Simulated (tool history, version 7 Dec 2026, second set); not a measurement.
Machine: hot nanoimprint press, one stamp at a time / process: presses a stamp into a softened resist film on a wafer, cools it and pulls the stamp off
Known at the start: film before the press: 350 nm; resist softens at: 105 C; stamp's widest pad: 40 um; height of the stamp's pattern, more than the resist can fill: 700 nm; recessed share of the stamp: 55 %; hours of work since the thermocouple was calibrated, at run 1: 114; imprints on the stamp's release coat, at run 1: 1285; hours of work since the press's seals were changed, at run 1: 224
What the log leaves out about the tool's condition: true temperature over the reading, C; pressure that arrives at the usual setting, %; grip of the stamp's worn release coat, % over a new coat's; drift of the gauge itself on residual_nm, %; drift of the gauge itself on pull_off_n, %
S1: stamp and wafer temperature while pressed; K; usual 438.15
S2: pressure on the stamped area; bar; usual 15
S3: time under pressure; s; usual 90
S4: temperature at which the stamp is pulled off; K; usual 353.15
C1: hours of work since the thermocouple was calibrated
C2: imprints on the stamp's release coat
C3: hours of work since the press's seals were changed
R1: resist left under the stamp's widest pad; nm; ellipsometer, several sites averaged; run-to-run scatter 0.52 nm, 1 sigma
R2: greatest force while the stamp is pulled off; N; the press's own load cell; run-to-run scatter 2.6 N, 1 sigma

Run 1, hour 0: usual settings; C1 114; C2 1285; C3 224. Result: R1 202.4 nm, R2 181 N.
Run 2, hour 6.3: usual settings; C1 119; C2 1320; C3 229. Result: R1 202.1 nm, R2 177 N.
Run 3, hour 14.3: usual settings; C1 125; C2 1366; C3 235. Result: R1 202.8 nm, R2 183 N.
Run 4, hour 21.1: usual settings; C1 130; C2 1404; C3 240. Result: R1 202.7 nm, R2 182 N.
Run 5, hour 27.4: usual settings but S2 15.7 bar; C1 135; C2 1440; C3 245. Result: R1 200 nm, R2 187 N.
Run 6, hour 32.3: usual settings but S4 361.15 K; C1 139; C2 1467; C3 249. Result: R1 203 nm, R2 139 N.
Run 7, hour 41.9: usual settings but S4 361.15 K; C1 146; C2 1522; C3 256. Result: R1 203.6 nm, R2 141 N.
At hour 51.7: stamp cleaned and given a new release coat.
Run 8, hour 58.2: usual settings but S4 354.15 K; C1 154; C2 37; C3 264. Result: R1 202.2 nm, R2 172 N.
Run 9, hour 65.6: usual settings but S4 354.15 K; C1 160; C2 79; C3 270. Result: R1 202.2 nm, R2 175 N.
Run 10, hour 74.9: usual settings but S4 354.15 K; C1 167; C2 131; C3 277. Result: R1 202.3 nm, R2 178 N.
Run 11, hour 83.3: usual settings but S2 15.5 bar, S4 354.15 K; C1 174; C2 179; C3 284. Result: R1 200.2 nm, R2 174 N.
Run 12, hour 88.9: usual settings but S2 15.5 bar, S4 354.15 K; C1 178; C2 210; C3 288. Result: R1 200.1 nm, R2 175 N.
Run 13, hour 96.5: usual settings but S2 15.5 bar, S4 354.15 K; C1 184; C2 253; C3 294. Result: R1 200.8 nm, R2 173 N.
Run 14, hour 103.1: usual settings but S2 15.5 bar, S4 354.15 K; C1 189; C2 291; C3 299. Result: R1 199.7 nm, R2 171 N.
Run 15, hour 108.9: usual settings but S2 15.5 bar, S4 354.15 K; C1 194; C2 323; C3 304. Result: R1 200.1 nm, R2 176 N.
Run 16, hour 117.2: usual settings but S2 16.9 bar, S3 121 s, S4 351.15 K; C1 200; C2 370; C3 310. Result: R1 175.2 nm, R2 186 N.
Run 17, hour 127.2: usual settings but S2 20.9 bar, S3 161 s, S4 351.15 K; C1 208; C2 427; C3 318. Result: R1 142.6 nm, R2 189 N.
Run 18, hour 133: usual settings but S1 427.15 K, S3 103 s, S4 348.15 K; C1 212; C2 459; C3 322. Result: R1 259.9 nm, R2 199 N.
Run 19, hour 142.4: usual settings but S1 427.15 K, S3 103 s, S4 348.15 K; C1 220; C2 512; C3 330. Result: R1 259.6 nm, R2 203 N.
Run 20, hour 147.5: usual settings but S1 430.15 K, S3 72 s, S4 342.15 K; C1 223; C2 541; C3 334. Result: R1 263.4 nm, R2 237 N.
Run 21, hour 156.3: usual settings but S1 430.15 K, S3 72 s, S4 342.15 K; C1 230; C2 591; C3 340. Result: R1 263.5 nm, R2 243 N.
Run 22, hour 163: usual settings but S1 430.15 K, S3 72 s, S4 342.15 K; C1 236; C2 629; C3 346. Result: R1 263.1 nm, R2 238 N.
Run 23, hour 171.4: usual settings but S3 63 s; C1 242; C2 676; C3 352. Result: R1 225.8 nm, R2 182 N.
Run 24, hour 182.5: usual settings but S3 65 s; C1 251; C2 739; C3 361. Result: R1 223.7 nm, R2 179 N.
Run 25, hour 187.7: usual settings but S1 436.15 K, S2 11.2 bar, S3 65 s; C1 255; C2 769; C3 365. Result: R1 255.8 nm, R2 177 N.
Run 26, hour 193.3: usual settings but S3 117 s, S4 354.15 K; C1 259; C2 800; C3 369. Result: R1 185.9 nm, R2 172 N.
Run 27, hour 199.2: usual settings but S1 445.15 K, S3 117 s, S4 354.15 K; C1 264; C2 834; C3 374. Result: R1 149.7 nm, R2 173 N.
Run 28, hour 204.8: usual settings but S1 449.15 K, S3 166 s, S4 361.15 K; C1 268; C2 865; C3 378. Result: R1 114.4 nm, R2 135 N.
Run 29, hour 210.3: usual settings but S1 449.15 K, S3 166 s, S4 361.15 K; C1 272; C2 896; C3 382. Result: R1 114.8 nm, R2 134 N.

Entry by entry between the runs, the difference in hidden state between the last listed run before and the first listed run after:
In the gap between runs 7 and 8: stamp cleaned and given a new release coat (hour 51.7)
  grip of the stamp's worn release coat, % over a new coat's: 1.3 -> 0
